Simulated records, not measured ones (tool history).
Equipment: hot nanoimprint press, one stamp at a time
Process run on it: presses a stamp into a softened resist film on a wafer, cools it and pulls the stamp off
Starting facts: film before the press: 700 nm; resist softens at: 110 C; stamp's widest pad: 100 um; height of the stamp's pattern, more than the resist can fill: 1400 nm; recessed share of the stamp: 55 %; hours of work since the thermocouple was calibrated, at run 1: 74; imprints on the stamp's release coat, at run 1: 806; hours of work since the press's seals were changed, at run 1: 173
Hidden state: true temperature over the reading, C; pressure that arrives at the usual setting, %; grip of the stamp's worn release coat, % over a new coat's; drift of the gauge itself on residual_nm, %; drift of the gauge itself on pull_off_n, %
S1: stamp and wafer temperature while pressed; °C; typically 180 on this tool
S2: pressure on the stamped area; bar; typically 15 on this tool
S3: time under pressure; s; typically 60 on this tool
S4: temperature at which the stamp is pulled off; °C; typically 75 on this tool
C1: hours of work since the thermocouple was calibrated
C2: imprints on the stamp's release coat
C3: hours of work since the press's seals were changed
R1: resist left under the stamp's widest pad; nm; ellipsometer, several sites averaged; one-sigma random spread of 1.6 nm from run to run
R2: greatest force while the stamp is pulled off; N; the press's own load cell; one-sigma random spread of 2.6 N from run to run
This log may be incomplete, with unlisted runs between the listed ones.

run  hour   S1  S2  S3  S4  C1    C2   C3     R1   R2
  1     0  180  15  60  75  74   806  173  307.1  144
  2   8.7  180  15  60  75  80   833  179  306.6  144
  3  14.8  180  15  60  75  83   852  182  305.8  143
  4  18.7  188  15  60  75  85   864  184  198.4  145
     22.2  -- plate thermocouple calibrated
  5  30.5  188  15  60  75   5   890  190  200.2  147
  6    40  188  15  60  75  10   919  195    200  149
  7  44.2  185  15  60  71  13   932  198  234.3  158
  8  52.8  185  15  60  71  18   958  203  235.8  160
     62.9  -- plate thermocouple calibrated, once more
  9  63.2  185  15  60  71   0   981  207  230.7  160
 10  71.4  185  15  60  71   5  1006  212  230.2  157

For each entry between runs, how does the tool's hidden state at the last listed run before it compare with that at the first listed run after it?
Runs 4 to 5: plate thermocouple calibrated (hour 22.2)
  true temperature over the reading, C: -0.24 -> -0.3; pressure that arrives at the usual setting, %: 98.68 -> 98.65; grip of the stamp's worn release coat, % over a new coat's: 20.7 -> 21.4
  difference, measured minus the result without the unlogged condition, R1: +3.8 -> +4.5 nm; R2: +26 -> +26 N
Runs 8 to 9: plate thermocouple calibrated, once more (hour 62.9)
  true temperature over the reading, C: -0.32 -> 0.07; pressure that arrives at the usual setting, %: 98.59 -> 98.57; grip of the stamp's worn release coat, % over a new coat's: 23.1 -> 23.6
  difference, measured minus the result without the unlogged condition, R1: +5.7 -> +0.8 nm; R2: +31 -> +30 N
